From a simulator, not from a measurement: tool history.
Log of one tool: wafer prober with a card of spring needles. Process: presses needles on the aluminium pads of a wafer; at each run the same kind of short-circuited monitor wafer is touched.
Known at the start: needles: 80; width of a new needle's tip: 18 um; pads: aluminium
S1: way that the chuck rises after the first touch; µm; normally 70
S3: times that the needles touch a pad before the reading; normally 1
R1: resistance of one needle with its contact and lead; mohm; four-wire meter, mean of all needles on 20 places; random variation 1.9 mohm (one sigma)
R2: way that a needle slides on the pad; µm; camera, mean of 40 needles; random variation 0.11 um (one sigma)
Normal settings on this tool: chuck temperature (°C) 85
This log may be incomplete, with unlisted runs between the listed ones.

{"run": 1, "hour": 0.0, "S1": 70, "chuck temperature (°C)": 85, "S3": 1, "R1": 212, "R2": 8.88}
{"hour": 3.2, "done": "tips cleaned on abrasive film"}
{"hour": 6.4, "done": "tips cleaned on abrasive film"}
{"hour": 10.4, "done": "tips cleaned on abrasive film"}
{"hour": 13.6, "done": "tips cleaned on abrasive film"}
{"hour": 16.8, "done": "tips cleaned on abrasive film"}
{"hour": 19.9, "done": "tips cleaned on abrasive film"}
{"hour": 23.9, "done": "tips cleaned on abrasive film"}
{"hour": 27.1, "done": "tips cleaned on abrasive film"}
{"hour": 30.3, "done": "tips cleaned on abrasive film"}
{"hour": 33.5, "done": "tips cleaned on abrasive film"}
{"hour": 37.5, "done": "tips cleaned on abrasive film"}
{"hour": 41.4, "done": "tips cleaned on abrasive film"}
{"run": 2, "hour": 41.8, "S1": 70, "chuck temperature (°C)": 90, "S3": 1, "R1": 221, "R2": 8.62}
{"hour": 45.0, "done": "tips cleaned on abrasive film"}
{"hour": 48.2, "done": "tips cleaned on abrasive film"}
{"hour": 52.1, "done": "tips cleaned on abrasive film"}
{"hour": 55.3, "done": "tips cleaned on abrasive film"}
{"hour": 56.4, "done": "height of the first contact set anew"}
{"hour": 58.8, "done": "tips cleaned on abrasive film"}
{"hour": 62.0, "done": "tips cleaned on abrasive film"}
{"hour": 65.2, "done": "tips cleaned on abrasive film"}
{"hour": 68.4, "done": "tips cleaned on abrasive film"}
{"hour": 71.6, "done": "tips cleaned on abrasive film"}
{"run": 3, "hour": 72.2, "S1": 70, "chuck temperature (°C)": 90, "S3": 1, "R1": 218, "R2": 9.66}
{"hour": 75.4, "done": "tips cleaned on abrasive film"}
{"hour": 78.6, "done": "tips cleaned on abrasive film"}
{"hour": 81.8, "done": "tips cleaned on abrasive film"}
{"hour": 85.0, "done": "tips cleaned on abrasive film"}
{"hour": 88.2, "done": "tips cleaned on abrasive film"}
{"hour": 91.4, "done": "tips cleaned on abrasive film"}
{"hour": 94.6, "done": "tips cleaned on abrasive film"}
{"hour": 97.8, "done": "tips cleaned on abrasive film"}
{"hour": 101.8, "done": "tips cleaned on abrasive film"}
{"run": 4, "hour": 103.1, "S1": 70, "chuck temperature (°C)": 90, "S3": 1, "R1": 228, "R2": 9.58}
{"hour": 105.5, "done": "tips cleaned on abrasive film"}
{"hour": 108.7, "done": "tips cleaned on abrasive film"}
{"hour": 111.9, "done": "tips cleaned on abrasive film"}
{"hour": 115.1, "done": "tips cleaned on abrasive film"}
{"hour": 118.3, "done": "tips cleaned on abrasive film"}
{"hour": 122.3, "done": "tips cleaned on abrasive film"}
{"hour": 125.4, "done": "tips cleaned on abrasive film"}
{"hour": 128.6, "done": "tips cleaned on abrasive film"}
{"run": 5, "hour": 129.0, "S1": 70, "chuck temperature (°C)": 90, "S3": 1, "R1": 216, "R2": 9.57}
{"hour": 132.2, "done": "tips cleaned on abrasive film"}
{"hour": 135.4, "done": "tips cleaned on abrasive film"}
{"hour": 138.6, "done": "tips cleaned on abrasive film"}
{"hour": 141.8, "done": "tips cleaned on abrasive film"}
{"hour": 145.0, "done": "tips cleaned on abrasive film"}
{"hour": 148.2, "done": "tips cleaned on abrasive film"}
{"hour": 152.1, "done": "tips cleaned on abrasive film"}
{"hour": 156.1, "done": "tips cleaned on abrasive film"}
{"hour": 159.3, "done": "tips cleaned on abrasive film"}
{"hour": 162.5, "done": "tips cleaned on abrasive film"}
{"hour": 165.7, "done": "tips cleaned on abrasive film"}
{"hour": 169.2, "done": "tips cleaned on abrasive film"}
{"run": 6, "hour": 169.2, "S1": 70, "chuck temperature (°C)": 43, "S3": 1, "R1": 201, "R2": 9.3}
{"hour": 172.4, "done": "tips cleaned on abrasive film"}
{"hour": 175.6, "done": "tips cleaned on abrasive film"}
{"hour": 178.8, "done": "tips cleaned on abrasive film"}
{"hour": 182.0, "done": "tips cleaned on abrasive film"}
{"hour": 185.2, "done": "tips cleaned on abrasive film"}
{"hour": 189.1, "done": "tips cleaned on abrasive film"}
{"hour": 192.3, "done": "tips cleaned on abrasive film"}
{"hour": 195.5, "done": "tips cleaned on abrasive film"}
{"hour": 199.5, "done": "tips cleaned on abrasive film"}
{"hour": 203.5, "done": "tips cleaned on abrasive film"}
{"run": 7, "hour": 205.5, "S1": 72, "chuck temperature (°C)": 85, "S3": 1, "R1": 239, "R2": 9.45}
{"hour": 207.1, "done": "tips cleaned on abrasive film"}
{"hour": 210.3, "done": "tips cleaned on abrasive film"}
{"hour": 213.5, "done": "tips cleaned on abrasive film"}
{"hour": 217.5, "done": "tips cleaned on abrasive film"}
{"hour": 221.4, "done": "tips cleaned on abrasive film"}
{"run": 8, "hour": 223.6, "S1": 72, "chuck temperature (°C)": 85, "S3": 1, "R1": 243, "R2": 9.38}
{"hour": 225.2, "done": "tips cleaned on abrasive film"}
{"hour": 229.2, "done": "tips cleaned on abrasive film"}
{"hour": 232.4, "done": "tips cleaned on abrasive film"}
{"hour": 235.6, "done": "tips cleaned on abrasive film"}
{"hour": 238.8, "done": "tips cleaned on abrasive film"}
{"hour": 242.0, "done": "tips cleaned on abrasive film"}
{"run": 9, "hour": 242.7, "S1": 72, "chuck temperature (°C)": 85, "S3": 1, "R1": 225, "R2": 9.49}
{"hour": 245.8, "done": "tips cleaned on abrasive film"}
{"hour": 249.0, "done": "tips cleaned on abrasive film"}
{"hour": 252.2, "done": "tips cleaned on abrasive film"}
{"hour": 255.4, "done": "tips cleaned on abrasive film"}
{"hour": 259.4, "done": "tips cleaned on abrasive film"}
{"hour": 262.6, "done": "tips cleaned on abrasive film"}
{"run": 10, "hour": 264.7, "S1": 70, "chuck temperature (°C)": 85, "S3": 1, "R1": 245, "R2": 8.89}
{"hour": 266.3, "done": "tips cleaned on abrasive film"}
{"hour": 269.5, "done": "tips cleaned on abrasive film"}
{"hour": 272.7, "done": "tips cleaned on abrasive film"}
{"hour": 275.9, "done": "tips cleaned on abrasive film"}
{"hour": 279.9, "done": "tips cleaned on abrasive film"}
{"hour": 283.1, "done": "tips cleaned on abrasive film"}
{"hour": 286.3, "done": "tips cleaned on abrasive film"}
{"hour": 289.5, "done": "tips cleaned on abrasive film"}
{"hour": 292.7, "done": "tips cleaned on abrasive film"}
{"hour": 295.9, "done": "tips cleaned on abrasive film"}
{"hour": 299.0, "done": "tips cleaned on abrasive film"}
{"run": 11, "hour": 299.8, "S1": 70, "chuck temperature (°C)": 85, "S3": 1, "R1": 228, "R2": 8.83}
{"hour": 303.0, "done": "tips cleaned on abrasive film"}
{"hour": 306.2, "done": "tips cleaned on abrasive film"}
{"hour": 309.4, "done": "tips cleaned on abrasive film"}
{"hour": 312.6, "done": "tips cleaned on abrasive film"}
{"hour": 316.5, "done": "tips cleaned on abrasive film"}
{"hour": 319.7, "done": "tips cleaned on abrasive film"}
{"hour": 322.9, "done": "tips cleaned on abrasive film"}
{"hour": 326.1, "done": "tips cleaned on abrasive film"}
{"hour": 329.3, "done": "tips cleaned on abrasive film"}
{"hour": 332.5, "done": "tips cleaned on abrasive film"}
{"run": 12, "hour": 334.7, "S1": 53, "chuck temperature (°C)": 85, "S3": 2, "R1": 267, "R2": 6.42}
{"hour": 336.3, "done": "tips cleaned on abrasive film"}
{"hour": 339.5, "done": "tips cleaned on abrasive film"}
{"hour": 342.7, "done": "tips cleaned on abrasive film"}
{"hour": 346.1, "done": "height of the first contact set anew"}
{"hour": 347.0, "done": "tips cleaned on abrasive film"}
{"hour": 351.0, "done": "tips cleaned on abrasive film"}
{"hour": 354.9, "done": "tips cleaned on abrasive film"}
{"hour": 358.9, "done": "tips cleaned on abrasive film"}
{"hour": 362.1, "done": "tips cleaned on abrasive film"}
{"hour": 365.3, "done": "tips cleaned on abrasive film"}
{"run": 13, "hour": 365.6, "S1": 73, "chuck temperature (°C)": 63, "S3": 2, "R1": 208, "R2": 10.03}
{"hour": 368.8, "done": "tips cleaned on abrasive film"}
{"hour": 372.0, "done": "tips cleaned on abrasive film"}
{"hour": 375.2, "done": "tips cleaned on abrasive film"}
{"hour": 379.2, "done": "tips cleaned on abrasive film"}
{"hour": 382.4, "done": "tips cleaned on abrasive film"}
{"hour": 386.4, "done": "tips cleaned on abrasive film"}
{"hour": 390.3, "done": "tips cleaned on abrasive film"}
{"hour": 393.5, "done": "tips cleaned on abrasive film"}
{"hour": 396.7, "done": "tips cleaned on abrasive film"}
{"run": 14, "hour": 399.4, "S1": 89, "chuck temperature (°C)": 31, "S3": 1, "R1": 224, "R2": 12.54}
{"hour": 400.3, "done": "tips cleaned on abrasive film"}
{"hour": 403.5, "done": "tips cleaned on abrasive film"}
{"hour": 406.6, "done": "tips cleaned on abrasive film"}
{"hour": 409.8, "done": "tips cleaned on abrasive film"}
{"hour": 413.0, "done": "tips cleaned on abrasive film"}
{"hour": 416.2, "done": "tips cleaned on abrasive film"}
{"hour": 419.4, "done": "tips cleaned on abrasive film"}
{"hour": 422.6, "done": "tips cleaned on abrasive film"}
{"hour": 425.8, "done": "tips cleaned on abrasive film"}
{"hour": 429.0, "done": "tips cleaned on abrasive film"}
{"hour": 433.0, "done": "tips cleaned on abrasive film"}
{"hour": 436.2, "done": "tips cleaned on abrasive film"}
{"run": 15, "hour": 437.7, "S1": 54, "chuck temperature (°C)": 64, "S3": 1, "R1": 264, "R2": 7.21}
{"hour": 440.1, "done": "tips cleaned on abrasive film"}
{"hour": 443.3, "done": "tips cleaned on abrasive film"}
{"hour": 446.5, "done": "tips cleaned on abrasive film"}
{"hour": 449.7, "done": "tips cleaned on abrasive film"}
{"hour": 452.9, "done": "tips cleaned on abrasive film"}
{"hour": 456.1, "done": "tips cleaned on abrasive film"}
{"hour": 459.3, "done": "tips cleaned on abrasive film"}
{"run": 16, "hour": 462.2, "S1": 89, "chuck temperature (°C)": 40, "S3": 2, "R1": 220, "R2": 11.9}
{"hour": 463.1, "done": "tips cleaned on abrasive film"}
{"hour": 466.3, "done": "tips cleaned on abrasive film"}
{"hour": 469.5, "done": "tips cleaned on abrasive film"}
{"hour": 472.7, "done": "tips cleaned on abrasive film"}
{"hour": 475.9, "done": "tips cleaned on abrasive film"}
{"hour": 479.8, "done": "tips cleaned on abrasive film"}
{"hour": 483.8, "done": "tips cleaned on abrasive film"}
{"hour": 487.0, "done": "tips cleaned on abrasive film"}
{"hour": 490.2, "done": "tips cleaned on abrasive film"}
{"hour": 493.4, "done": "tips cleaned on abrasive film"}
{"hour": 497.1, "done": "tips cleaned on abrasive film"}
{"run": 17, "hour": 497.1, "S1": 80, "chuck temperature (°C)": 36, "S3": 1, "R1": 199, "R2": 10.71}
{"hour": 500.3, "done": "tips cleaned on abrasive film"}
{"hour": 504.3, "done": "tips cleaned on abrasive film"}
{"hour": 508.3, "done": "tips cleaned on abrasive film"}
{"hour": 511.4, "done": "tips cleaned on abrasive film"}
{"hour": 514.6, "done": "tips cleaned on abrasive film"}
{"hour": 517.8, "done": "tips cleaned on abrasive film"}
{"hour": 521.0, "done": "tips cleaned on abrasive film"}
{"hour": 525.0, "done": "tips cleaned on abrasive film"}
{"hour": 528.2, "done": "tips cleaned on abrasive film"}
{"hour": 532.2, "done": "tips cleaned on abrasive film"}
{"hour": 535.4, "done": "tips cleaned on abrasive film"}
{"run": 18, "hour": 536.1, "S1": 85, "chuck temperature (°C)": 59, "S3": 2, "R1": 209, "R2": 11.05}

Some steps in R1, run to run, broken into two amounts with sign: the step expected even without the hidden condition (settings, incoming material, random variation), and the rest, left for the hidden condition together with whatever gauge scatter is not in both the measured and the hidden-condition-free result:
The tool's hidden condition here consists of: debris on the tips, nm; way that the needles fall short of the set height, um; tips' diameter, um; drift of the gauge itself on contact_mohm, %; drift of the gauge itself on scrub_um, %.
Run 12 -> 13: S1 53 -> 73, chuck temperature (°C) 85 -> 63, tips cleaned on abrasive film, tips cleaned on abrasive film, tips cleaned on abrasive film, height of the first contact set anew, tips cleaned on abrasive film, tips cleaned on abrasive film, tips cleaned on abrasive film, tips cleaned on abrasive film, tips cleaned on abrasive film, tips cleaned on abrasive film. R1 -59 mohm: hidden state -47, all else -12.

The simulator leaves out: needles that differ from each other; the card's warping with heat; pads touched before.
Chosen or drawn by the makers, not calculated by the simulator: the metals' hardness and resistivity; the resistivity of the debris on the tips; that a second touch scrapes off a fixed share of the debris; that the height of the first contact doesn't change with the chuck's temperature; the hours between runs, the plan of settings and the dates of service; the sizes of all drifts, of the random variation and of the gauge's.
